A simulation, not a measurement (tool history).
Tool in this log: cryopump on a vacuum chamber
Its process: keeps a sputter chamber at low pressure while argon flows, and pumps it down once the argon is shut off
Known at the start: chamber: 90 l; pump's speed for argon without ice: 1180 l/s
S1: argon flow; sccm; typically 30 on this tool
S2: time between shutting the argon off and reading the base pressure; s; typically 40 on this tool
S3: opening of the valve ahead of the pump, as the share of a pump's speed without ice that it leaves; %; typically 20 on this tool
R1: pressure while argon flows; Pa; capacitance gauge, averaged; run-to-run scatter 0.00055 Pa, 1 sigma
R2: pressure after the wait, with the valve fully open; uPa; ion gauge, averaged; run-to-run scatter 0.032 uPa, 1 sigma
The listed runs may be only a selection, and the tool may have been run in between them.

Run 1, hour 0.0: usual settings. Result: R1 0.2161 Pa, R2 2.37 uPa.
Run 2, hour 92.1: usual settings. Result: R1 0.2168 Pa, R2 2.51 uPa.
Run 3, hour 164.6: usual settings but S2 36 s. Result: R1 0.2169 Pa, R2 2.72 uPa.
Run 4, hour 242.5: usual settings but S2 36 s. Result: R1 0.2187 Pa, R2 2.88 uPa.
Run 5, hour 366.1: usual settings but S2 36 s. Result: R1 0.2197 Pa, R2 3.05 uPa.
Run 6, hour 483.4: usual settings. Result: R1 0.2213 Pa, R2 3.18 uPa.
Run 7, hour 538.2: usual settings. Result: R1 0.2215 Pa, R2 3.22 uPa.
Run 8, hour 591.0: usual settings but S1 33 sccm. Result: R1 0.2452 Pa, R2 3.27 uPa.
Run 9, hour 673.0: usual settings. Result: R1 0.2239 Pa, R2 3.55 uPa.
At hour 716.6: pump warmed up, emptied and cooled again.
Run 10, hour 757.8: usual settings but S3 56 %. Result: R1 0.0782 Pa, R2 3.24 uPa.
Run 11, hour 854.5: usual settings but S3 56 %. Result: R1 0.0797 Pa, R2 3.32 uPa.
Run 12, hour 912.7: usual settings but S3 38 %. Result: R1 0.1163 Pa, R2 3.55 uPa.
Run 13, hour 1012.3: usual settings but S3 38 %. Result: R1 0.1173 Pa, R2 3.62 uPa.
Run 14, hour 1133.5: usual settings but S3 38 %. Result: R1 0.1188 Pa, R2 3.96 uPa.
Run 15, hour 1210.5: usual settings but S3 38 %. Result: R1 0.1191 Pa, R2 3.99 uPa.
Run 16, hour 1274.1: usual settings but S3 38 %. Result: R1 0.1201 Pa, R2 4.15 uPa.
Run 17, hour 1338.7: usual settings but S3 38 %. Result: R1 0.1208 Pa, R2 4.16 uPa.
Run 18, hour 1439.4: usual settings but S3 38 %. Result: R1 0.1225 Pa, R2 4.48 uPa.
At hour 1456.1: pump warmed up, emptied and cooled again.
Run 19, hour 1522.8: usual settings but S1 28 sccm, S2 74 s, S3 38 %. Result: R1 0.1078 Pa, R2 3.43 uPa.
Run 20, hour 1640.5: usual settings but S2 36 s, S3 19 %. Result: R1 0.2287 Pa, R2 4.41 uPa.
Run 21, hour 1731.5: usual settings but S1 18 sccm, S3 23 %. Result: R1 0.1147 Pa, R2 4.54 uPa.
Run 22, hour 1832.4: usual settings but S1 25 sccm, S2 24 s, S3 32 %. Result: R1 0.1168 Pa, R2 5.45 uPa.
At hour 1881.1: leaking fittings of the chamber tightened, without venting.
Run 23, hour 1905.5: usual settings but S1 25 sccm, S2 24 s, S3 32 %. Result: R1 0.1168 Pa, R2 2.67 uPa.
Run 24, hour 1990.4: usual settings but S1 25 sccm, S2 24 s, S3 32 %. Result: R1 0.1182 Pa, R2 2.65 uPa.
Run 25, hour 2101.4: usual settings but S1 25 sccm, S2 24 s, S3 32 %. Result: R1 0.1187 Pa, R2 2.94 uPa.
At hour 2201.9: pump warmed up, emptied and cooled again.
Run 26, hour 2218.1: usual settings but S1 25 sccm, S2 24 s, S3 32 %. Result: R1 0.1135 Pa, R2 2.95 uPa.
Run 27, hour 2341.9: usual settings but S1 26 sccm, S2 51 s, S3 18 %. Result: R1 0.2095 Pa, R2 1.86 uPa.
Run 28, hour 2408.9: usual settings but S1 17 sccm, S2 51 s, S3 59 %. Result: R1 0.0432 Pa, R2 1.98 uPa.
Run 29, hour 2500.6: usual settings but S2 213 s, S3 27 %. Result: R1 0.1629 Pa, R2 1.32 uPa.

Predict each of these 4 candidate next runs independently; none follows another, all start after run 29:
Run A, hour 2625.8: usual settings but S2 27 s, S3 24 %. Result: R1 ?, R2 ?.
Run B, hour 2625.8: usual settings but S3 21 %. Result: R1 ?, R2 ?.
Run C, hour 2625.8: usual settings but S1 13 sccm, S2 187 s, S3 46 %. Result: R1 ?, R2 ?.
Run D, hour 2625.8: usual settings but S1 35 sccm, S2 25 s, S3 27 %. Result: R1 ?, R2 ?.

run      R1    R2
  A  0.1845  3.23
  B  0.2115  2.53
  C  0.0430  1.44
  D  0.1923  3.48
What these runs would have given with no unlogged condition in the tool:
run      R1    R2
  A  0.1789  2.30
  B  0.2058  1.62
  C  0.0405  0.54
  D  0.1857  2.54
